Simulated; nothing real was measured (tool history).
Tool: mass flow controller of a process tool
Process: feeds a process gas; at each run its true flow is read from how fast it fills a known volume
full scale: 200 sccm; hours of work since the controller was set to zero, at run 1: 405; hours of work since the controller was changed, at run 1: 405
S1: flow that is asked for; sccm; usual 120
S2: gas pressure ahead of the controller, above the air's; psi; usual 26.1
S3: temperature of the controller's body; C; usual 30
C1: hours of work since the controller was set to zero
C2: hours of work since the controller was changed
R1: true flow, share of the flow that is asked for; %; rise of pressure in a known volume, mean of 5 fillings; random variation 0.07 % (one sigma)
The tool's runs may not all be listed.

Run 1, hour 0.0: usual settings; C1 405; C2 405. Result: R1 98.54 %.
Run 2, hour 133.1: usual settings; C1 508; C2 508. Result: R1 98.45 %.
Run 3, hour 279.2: usual settings but S2 28.0 psi; C1 622; C2 622. Result: R1 98.62 %.
Run 4, hour 375.7: usual settings but S2 28.0 psi; C1 696; C2 696. Result: R1 98.62 %.
Run 5, hour 453.5: usual settings but S2 28.0 psi; C1 757; C2 757. Result: R1 98.52 %.
Run 6, hour 535.1: usual settings but S2 28.0 psi; C1 820; C2 820. Result: R1 98.57 %.
Run 7, hour 643.3: usual settings but S2 28.0 psi; C1 904; C2 904. Result: R1 98.56 %.
Run 8, hour 725.0: usual settings; C1 967; C2 967. Result: R1 98.48 %.
Run 9, hour 845.6: usual settings; C1 1060; C2 1060. Result: R1 98.46 %.
Run 10, hour 1003.0: usual settings but S1 65 sccm; C1 1182; C2 1182. Result: R1 97.85 %.
Run 11, hour 1180.1: usual settings but S1 65 sccm; C1 1319; C2 1319. Result: R1 97.93 %.
Run 12, hour 1263.8: usual settings but S1 65 sccm, S3 23 C; C1 1384; C2 1384. Result: R1 98.56 %.
Run 13, hour 1348.0: usual settings but S1 65 sccm, S3 23 C; C1 1449; C2 1449. Result: R1 98.60 %.
Run 14, hour 1494.2: usual settings; C1 1563; C2 1563. Result: R1 98.52 %.
Run 15, hour 1660.6: usual settings; C1 1692; C2 1692. Result: R1 98.51 %.
Run 16, hour 1761.1: usual settings; C1 1770; C2 1770. Result: R1 98.46 %.
Run 17, hour 1917.9: usual settings; C1 1891; C2 1891. Result: R1 98.44 %.
Run 18, hour 2045.0: usual settings; C1 1989; C2 1989. Result: R1 98.56 %.
Run 19, hour 2161.7: usual settings; C1 2080; C2 2080. Result: R1 98.48 %.
Run 20, hour 2241.8: usual settings but S2 30.6 psi; C1 2142; C2 2142. Result: R1 98.62 %.
Run 21, hour 2403.2: usual settings but S2 28.7 psi; C1 2267; C2 2267. Result: R1 98.45 %.
Run 22, hour 2491.6: usual settings but S2 28.1 psi; C1 2335; C2 2335. Result: R1 98.63 %.
Run 23, hour 2621.3: usual settings but S2 28.1 psi; C1 2436; C2 2436. Result: R1 98.64 %.
Run 24, hour 2784.5: usual settings but S1 65 sccm; C1 2562; C2 2562. Result: R1 97.89 %.
Run 25, hour 2964.7: usual settings but S2 22.6 psi, S3 21 C; C1 2702; C2 2702. Result: R1 99.25 %.
Run 26, hour 3137.3: usual settings but S1 134 sccm, S2 37.3 psi, S3 27 C; C1 2836; C2 2836. Result: R1 99.32 %.
Run 27, hour 3273.2: usual settings but S1 52 sccm, S2 31.5 psi, S3 34 C; C1 2941; C2 2941. Result: R1 97.58 %.
Run 28, hour 3431.3: usual settings but S1 52 sccm, S2 31.5 psi, S3 34 C; C1 3063; C2 3063. Result: R1 97.51 %.
Run 29, hour 3591.2: usual settings but S1 52 sccm, S2 31.5 psi, S3 34 C; C1 3187; C2 3187. Result: R1 97.57 %.
Run 30, hour 3665.3: usual settings but S1 46 sccm, S2 22.3 psi, S3 34 C; C1 3245; C2 3245. Result: R1 97.22 %.
Run 31, hour 3790.6: usual settings but S1 46 sccm, S2 22.3 psi, S3 34 C; C1 3342; C2 3342. Result: R1 97.19 %.
Run 32, hour 3869.0: usual settings but S1 32 sccm, S2 32.8 psi, S3 34 C; C1 3402; C2 3402. Result: R1 97.50 %.
Run 33, hour 3948.2: usual settings but S1 92 sccm, S2 39.7 psi, S3 21 C; C1 3464; C2 3464. Result: R1 99.70 %.
Run 34, hour 4049.6: usual settings but S1 92 sccm, S2 39.7 psi, S3 21 C; C1 3542; C2 3542. Result: R1 99.52 %.
Run 35, hour 4225.6: usual settings but S1 92 sccm, S2 39.7 psi, S3 21 C; C1 3679; C2 3679. Result: R1 99.65 %.
Run 36, hour 4378.5: usual settings but S1 92 sccm, S2 39.7 psi, S3 21 C; C1 3797; C2 3797. Result: R1 99.65 %.
Run 37, hour 4515.0: usual settings but S3 25 C; C1 3903; C2 3903. Result: R1 98.98 %.
Run 38, hour 4596.7: usual settings but S1 32 sccm, S2 37.0 psi, S3 27 C; C1 3966; C2 3966. Result: R1 98.34 %.
Run 39, hour 4751.5: usual settings but S1 73 sccm, S2 31.0 psi; C1 4086; C2 4086. Result: R1 98.29 %.
Run 40, hour 4876.9: usual settings but S1 73 sccm, S2 29.9 psi; C1 4183; C2 4183. Result: R1 98.14 %.
Run 41, hour 4958.5: usual settings but S1 73 sccm, S2 29.9 psi; C1 4247; C2 4247. Result: R1 98.08 %.
Run 42, hour 5058.0: usual settings but S1 55 sccm, S2 27.3 psi, S3 37 C; C1 4324; C2 4324. Result: R1 97.10 %.
Run 43, hour 5227.0: usual settings but S1 55 sccm, S2 22.3 psi, S3 34 C; C1 4455; C2 4455. Result: R1 97.17 %.
Run 44, hour 5386.2: usual settings but S1 22 sccm, S2 22.8 psi; C1 4578; C2 4578. Result: R1 97.38 %.
Run 45, hour 5521.3: usual settings but S3 21 C; C1 4682; C2 4682. Result: R1 99.45 %.
Run 46, hour 5627.9: usual settings but S1 198 sccm, S3 35 C; C1 4765; C2 4765. Result: R1 98.82 %.
Run 47, hour 5725.4: usual settings but S1 28 sccm, S3 22 C; C1 4841; C2 4841. Result: R1 98.31 %.
At hour 5875.4: controller's zero set anew.
Run 48, hour 5875.4: usual settings but S1 134 sccm; C1 0; C2 4956. Result: R1 98.75 %.

Forecast each of these 4 alternatives for the next run:
Run A, hour 5993.5: usual settings but S1 21 sccm, S2 30.7 psi, S3 27 C; C1 91; C2 5048. Result: R1 ?.
Run B, hour 5993.5: usual settings but S1 178 sccm, S2 21.9 psi, S3 34 C; C1 91; C2 5048. Result: R1 ?.
Run C, hour 5993.5: usual settings but S1 140 sccm, S2 26.3 psi, S3 32 C; C1 91; C2 5048. Result: R1 ?.
Run D, hour 5993.5: usual settings but S1 67 sccm, S2 21.3 psi, S3 34 C; C1 91; C2 5048. Result: R1 ?.

run     R1
  A  97.99
  B  98.53
  C  98.56
  D  97.43
Without the tool's hidden state the same runs would have given:
run     R1
  A  97.98
  B  98.52
  C  98.55
  D  97.42
